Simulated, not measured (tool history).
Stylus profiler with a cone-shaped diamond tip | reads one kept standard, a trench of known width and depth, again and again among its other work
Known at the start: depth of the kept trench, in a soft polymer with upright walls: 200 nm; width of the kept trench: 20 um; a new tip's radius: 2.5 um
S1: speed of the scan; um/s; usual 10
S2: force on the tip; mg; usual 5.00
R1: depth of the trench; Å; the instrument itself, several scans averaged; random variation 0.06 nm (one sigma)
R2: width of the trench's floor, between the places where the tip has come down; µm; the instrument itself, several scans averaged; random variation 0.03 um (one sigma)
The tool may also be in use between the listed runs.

{"run": 1, "hour": 0.0, "S1": 10, "S2": 5.0, "R1": 2041.4, "R2": 17.98}
{"run": 2, "hour": 17.7, "S1": 10, "S2": 5.0, "R1": 2041.0, "R2": 17.95}
{"run": 3, "hour": 47.4, "S1": 10, "S2": 5.0, "R1": 2041.3, "R2": 17.96}
{"run": 4, "hour": 70.2, "S1": 7, "S2": 5.0, "R1": 2040.9, "R2": 17.94}
{"run": 5, "hour": 102.1, "S1": 7, "S2": 5.0, "R1": 2041.4, "R2": 17.93}
{"run": 6, "hour": 127.7, "S1": 7, "S2": 5.0, "R1": 2041.6, "R2": 17.98}
{"run": 7, "hour": 150.4, "S1": 7, "S2": 1.8, "R1": 2020.4, "R2": 17.96}
{"run": 8, "hour": 169.4, "S1": 10, "S2": 5.0, "R1": 2040.8, "R2": 17.98}
{"run": 9, "hour": 198.6, "S1": 10, "S2": 5.0, "R1": 2041.2, "R2": 17.9}
{"run": 10, "hour": 229.6, "S1": 10, "S2": 5.0, "R1": 2041.0, "R2": 17.93}
{"run": 11, "hour": 263.5, "S1": 10, "S2": 5.0, "R1": 2041.7, "R2": 17.96}
{"run": 12, "hour": 289.6, "S1": 10, "S2": 5.0, "R1": 2040.5, "R2": 17.91}
{"run": 13, "hour": 318.4, "S1": 10, "S2": 5.0, "R1": 2041.1, "R2": 17.92}
{"run": 14, "hour": 356.2, "S1": 10, "S2": 12.89, "R1": 2076.8, "R2": 17.97}
{"run": 15, "hour": 384.6, "S1": 10, "S2": 12.89, "R1": 2077.3, "R2": 17.95}
{"run": 16, "hour": 422.6, "S1": 10, "S2": 12.89, "R1": 2077.6, "R2": 17.92}
{"run": 17, "hour": 448.5, "S1": 10, "S2": 12.89, "R1": 2077.5, "R2": 17.91}
{"run": 18, "hour": 473.2, "S1": 4, "S2": 2.97, "R1": 2027.3, "R2": 17.94}
{"run": 19, "hour": 489.7, "S1": 4, "S2": 2.97, "R1": 2027.4, "R2": 17.93}

Forecast run 20:
{"run": 20, "hour": 505.7, "S1": 4, "S2": 2.87, "R1": "?", "R2": "?"}

Run 20 gave R1 2026.8 Å, R2 17.90 µm.
Without the tool's hidden state the same run would have given R1 2028.2 Å, R2 18.01 µm.

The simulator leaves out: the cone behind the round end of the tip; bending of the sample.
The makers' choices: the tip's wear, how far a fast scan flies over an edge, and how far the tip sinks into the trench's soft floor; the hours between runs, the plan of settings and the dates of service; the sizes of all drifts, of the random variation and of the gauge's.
